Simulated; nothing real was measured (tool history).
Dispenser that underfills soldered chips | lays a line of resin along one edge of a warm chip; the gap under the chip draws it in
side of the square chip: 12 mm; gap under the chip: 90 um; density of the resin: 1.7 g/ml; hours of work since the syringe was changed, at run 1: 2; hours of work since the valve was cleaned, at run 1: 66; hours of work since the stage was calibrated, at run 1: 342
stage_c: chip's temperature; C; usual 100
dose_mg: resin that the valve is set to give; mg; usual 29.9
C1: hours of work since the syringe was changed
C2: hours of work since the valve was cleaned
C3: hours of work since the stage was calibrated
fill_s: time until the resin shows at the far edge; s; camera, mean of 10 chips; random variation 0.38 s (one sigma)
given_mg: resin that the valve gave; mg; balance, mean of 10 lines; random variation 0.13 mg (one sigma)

run 1 hour=0.0 | stage_c=100 dose_mg=29.9 | C1=2 C2=66 C3=342 | fill_s=24.6 given_mg=28.53
-- hour=12.7 new syringe of resin
run 2 hour=16.5 | stage_c=100 dose_mg=29.9 | C1=2 C2=76 C3=352 | fill_s=25.1 given_mg=28.19
run 3 hour=26.0 | stage_c=100 dose_mg=29.9 | C1=8 C2=82 C3=358 | fill_s=30.9 given_mg=28.13
-- hour=30.5 new syringe of resin
run 4 hour=34.9 | stage_c=100 dose_mg=29.9 | C1=3 C2=87 C3=364 | fill_s=24.4 given_mg=27.96
-- hour=47.6 new syringe of resin
run 5 hour=48.2 | stage_c=100 dose_mg=29.9 | C1=0 C2=95 C3=372 | fill_s=23.7 given_mg=27.88
run 6 hour=62.3 | stage_c=100 dose_mg=29.9 | C1=9 C2=104 C3=381 | fill_s=31.6 given_mg=27.84
-- hour=65.0 new syringe of resin
run 7 hour=77.6 | stage_c=87 dose_mg=29.9 | C1=8 C2=113 C3=390 | fill_s=50.3 given_mg=27.41
-- hour=82.0 new syringe of resin
run 8 hour=87.2 | stage_c=87 dose_mg=29.9 | C1=3 C2=119 C3=396 | fill_s=41.3 given_mg=27.48
-- hour=98.7 new syringe of resin
run 9 hour=101.2 | stage_c=100 dose_mg=30.9 | C1=2 C2=128 C3=404 | fill_s=24.7 given_mg=28.08
-- hour=103.2 dispensing valve cleaned and set on the balance
-- hour=116.3 new syringe of resin
run 10 hour=118.8 | stage_c=100 dose_mg=30.9 | C1=2 C2=10 C3=414 | fill_s=22.9 given_mg=30.71
-- hour=133.1 new syringe of resin
run 11 hour=133.1 | stage_c=100 dose_mg=30.9 | C1=0 C2=18 C3=423 | fill_s=21.7 given_mg=30.54
run 12 hour=140.3 | stage_c=100 dose_mg=29.9 | C1=4 C2=23 C3=428 | fill_s=26.0 given_mg=29.58
-- hour=150.3 new syringe of resin
run 13 hour=150.8 | stage_c=100 dose_mg=29.9 | C1=0 C2=29 C3=434 | fill_s=21.8 given_mg=29.42
run 14 hour=164.6 | stage_c=100 dose_mg=29.9 | C1=9 C2=38 C3=443 | fill_s=30.2 given_mg=29.29
-- hour=167.5 new syringe of resin
run 15 hour=176.5 | stage_c=100 dose_mg=29.9 | C1=6 C2=45 C3=450 | fill_s=26.9 given_mg=28.89
-- hour=184.3 new syringe of resin
run 16 hour=184.4 | stage_c=100 dose_mg=29.9 | C1=0 C2=50 C3=455 | fill_s=22.6 given_mg=28.87
run 17 hour=199.4 | stage_c=100 dose_mg=29.9 | C1=9 C2=59 C3=464 | fill_s=32.0 given_mg=28.49
-- hour=201.8 new syringe of resin
run 18 hour=213.1 | stage_c=100 dose_mg=29.9 | C1=7 C2=67 C3=472 | fill_s=28.6 given_mg=28.31
-- hour=218.9 new syringe of resin
run 19 hour=228.5 | stage_c=100 dose_mg=25.7 | C1=6 C2=77 C3=482 | fill_s=30.0 given_mg=24.18
-- hour=235.6 new syringe of resin
run 20 hour=238.8 | stage_c=100 dose_mg=25.7 | C1=2 C2=83 C3=488 | fill_s=25.4 given_mg=24.16
run 21 hour=249.3 | stage_c=112 dose_mg=33.6 | C1=9 C2=90 C3=494 | fill_s=18.9 given_mg=31.20
-- hour=252.2 new syringe of resin
run 22 hour=261.3 | stage_c=101 dose_mg=25.6 | C1=6 C2=97 C3=502 | fill_s=28.4 given_mg=23.54
-- hour=269.3 new syringe of resin
run 23 hour=275.1 | stage_c=101 dose_mg=27.9 | C1=4 C2=105 C3=510 | fill_s=26.2 given_mg=25.68
-- hour=287.0 new syringe of resin
run 24 hour=291.0 | stage_c=94 dose_mg=37.4 | C1=2 C2=115 C3=520 | fill_s=29.2 given_mg=34.28
run 25 hour=299.7 | stage_c=101 dose_mg=35.2 | C1=8 C2=120 C3=525 | fill_s=26.9 given_mg=31.98
-- hour=304.3 new syringe of resin
run 26 hour=307.7 | stage_c=87 dose_mg=34.9 | C1=2 C2=125 C3=530 | fill_s=37.6 given_mg=31.98
-- hour=313.2 dispensing valve cleaned and set on the balance
run 27 hour=321.0 | stage_c=87 dose_mg=34.9 | C1=10 C2=5 C3=538 | fill_s=49.7 given_mg=34.75
-- hour=322.6 new syringe of resin
run 28 hour=337.7 | stage_c=111 dose_mg=32.4 | C1=9 C2=15 C3=548 | fill_s=20.7 given_mg=31.86
-- hour=339.4 new syringe of resin
run 29 hour=353.0 | stage_c=111 dose_mg=32.4 | C1=8 C2=24 C3=557 | fill_s=19.3 given_mg=31.78
-- hour=357.1 new syringe of resin
run 30 hour=364.6 | stage_c=91 dose_mg=35.3 | C1=5 C2=31 C3=564 | fill_s=34.1 given_mg=34.43
-- hour=373.9 new syringe of resin
run 31 hour=376.0 | stage_c=91 dose_mg=35.3 | C1=1 C2=38 C3=571 | fill_s=30.5 given_mg=34.53
run 32 hour=383.6 | stage_c=94 dose_mg=26.7 | C1=6 C2=43 C3=576 | fill_s=35.1 given_mg=25.71
-- hour=391.5 new syringe of resin
run 33 hour=392.2 | stage_c=114 dose_mg=25.9 | C1=0 C2=48 C3=581 | fill_s=14.5 given_mg=24.95
run 34 hour=407.3 | stage_c=114 dose_mg=25.9 | C1=10 C2=58 C3=591 | fill_s=20.7 given_mg=24.84

3 ways to go on from here, each from the tool as it stands after run 34. What would each give?
-- hour=408.9 new syringe of resin
run A hour=421.3 | stage_c=109 dose_mg=30.8 | C1=8 C2=66 C3=599 | fill_s=? given_mg=?
-- hour=408.9 new syringe of resin
run B hour=421.3 | stage_c=89 dose_mg=27.8 | C1=8 C2=66 C3=599 | fill_s=? given_mg=?
-- hour=408.9 new syringe of resin
run C hour=421.3 | stage_c=104 dose_mg=29.9 | C1=8 C2=66 C3=599 | fill_s=? given_mg=?

run=A fill_s=20.8 given_mg=29.51
run=B fill_s=44.7 given_mg=26.47
run=C fill_s=25.0 given_mg=28.51
Without the tool's hidden state the same runs would have given:
run=A fill_s=17.1 given_mg=31.06
run=B fill_s=36.8 given_mg=27.86
run=C fill_s=20.5 given_mg=30.00

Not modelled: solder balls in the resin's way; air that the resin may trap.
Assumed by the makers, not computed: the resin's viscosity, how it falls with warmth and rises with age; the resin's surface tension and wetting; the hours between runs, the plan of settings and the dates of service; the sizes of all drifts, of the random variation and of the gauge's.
